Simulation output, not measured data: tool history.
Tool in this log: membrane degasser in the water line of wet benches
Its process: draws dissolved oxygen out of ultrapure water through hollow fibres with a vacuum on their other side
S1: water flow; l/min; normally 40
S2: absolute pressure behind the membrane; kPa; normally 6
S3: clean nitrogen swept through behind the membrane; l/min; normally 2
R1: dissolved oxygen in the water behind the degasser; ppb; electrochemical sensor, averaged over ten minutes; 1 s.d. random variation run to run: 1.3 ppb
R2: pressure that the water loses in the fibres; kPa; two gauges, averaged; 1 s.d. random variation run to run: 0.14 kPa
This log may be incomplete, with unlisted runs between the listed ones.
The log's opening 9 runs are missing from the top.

run 10 day=109.092 | S1=40 S2=13.32 S3=2 | R1=455.6 R2=26.69
run 11 day=118.154 | S1=40 S2=13.32 S3=1.72 | R1=520.4 R2=26.5
-- day=119.475 seals of the vacuum lines changed
run 12 day=130.358 | S1=40 S2=13.32 S3=1.72 | R1=521.4 R2=26.77
run 13 day=136.996 | S1=40 S2=6 S3=0.83 | R1=314.7 R2=26.72
run 14 day=147.554 | S1=40 S2=6 S3=0.83 | R1=321 R2=26.91
run 15 day=155.867 | S1=40 S2=6 S3=0.83 | R1=323.3 R2=26.65
run 16 day=168.571 | S1=33 S2=6 S3=2 | R1=138.3 R2=22.32
run 17 day=178.433 | S1=28 S2=6.1 S3=4.31 | R1=59.6 R2=18.84
run 18 day=193.296 | S1=28 S2=6.1 S3=4.31 | R1=60.5 R2=19.01
run 19 day=201.975 | S1=28 S2=6.1 S3=4.31 | R1=61.1 R2=18.77
run 20 day=216.221 | S1=28 S2=6.1 S3=4.31 | R1=61.8 R2=18.86
run 21 day=231.654 | S1=25 S2=6.3 S3=3.58 | R1=68.9 R2=16.86
run 22 day=245.75 | S1=25 S2=6.3 S3=3.58 | R1=71.6 R2=17.04
run 23 day=259.471 | S1=34 S2=6.3 S3=3.31 | R1=103.1 R2=23.14
-- day=266.146 membrane cartridge changed
-- day=267.825 vacuum gauge calibrated
run 24 day=269.6 | S1=36 S2=8.23 S3=2.62 | R1=161.9 R2=23.04
run 25 day=282.171 | S1=36 S2=8.23 S3=2.62 | R1=159.9 R2=23.29
-- day=288.417 seals of the vacuum lines changed
run 26 day=289.217 | S1=45 S2=4.66 S3=2.9 | R1=58.5 R2=29.21
run 27 day=303.188 | S1=45 S2=4.66 S3=2.9 | R1=60.1 R2=29.13
run 28 day=311.371 | S1=45 S2=10.03 S3=2.05 | R1=327.8 R2=29.36
run 29 day=323.233 | S1=45 S2=10.03 S3=2.05 | R1=329.9 R2=29.57
run 30 day=333.275 | S1=45 S2=10.03 S3=2.05 | R1=336.3 R2=29.54
run 31 day=344.242 | S1=47 S2=13.38 S3=3.93 | R1=285.5 R2=30.8

Below are 3 alternative next runs, each starting from the tool's condition after run 31. Predict each:
run A day=352.438 | S1=26 S2=7 S3=3.93 | R1=? R2=?
run B day=352.438 | S1=54 S2=9.98 S3=3.99 | R1=? R2=?
run C day=352.438 | S1=37 S2=13.38 S3=1.28 | R1=? R2=?

run=A R1=66.3 R2=17.03
run=B R1=226.7 R2=35.29
run=C R1=604.6 R2=24.27
Without the tool's hidden state the same runs would have given:
run=A R1=61.1 R2=16.78
run=B R1=216.3 R2=34.78
run=C R1=587.1 R2=23.92
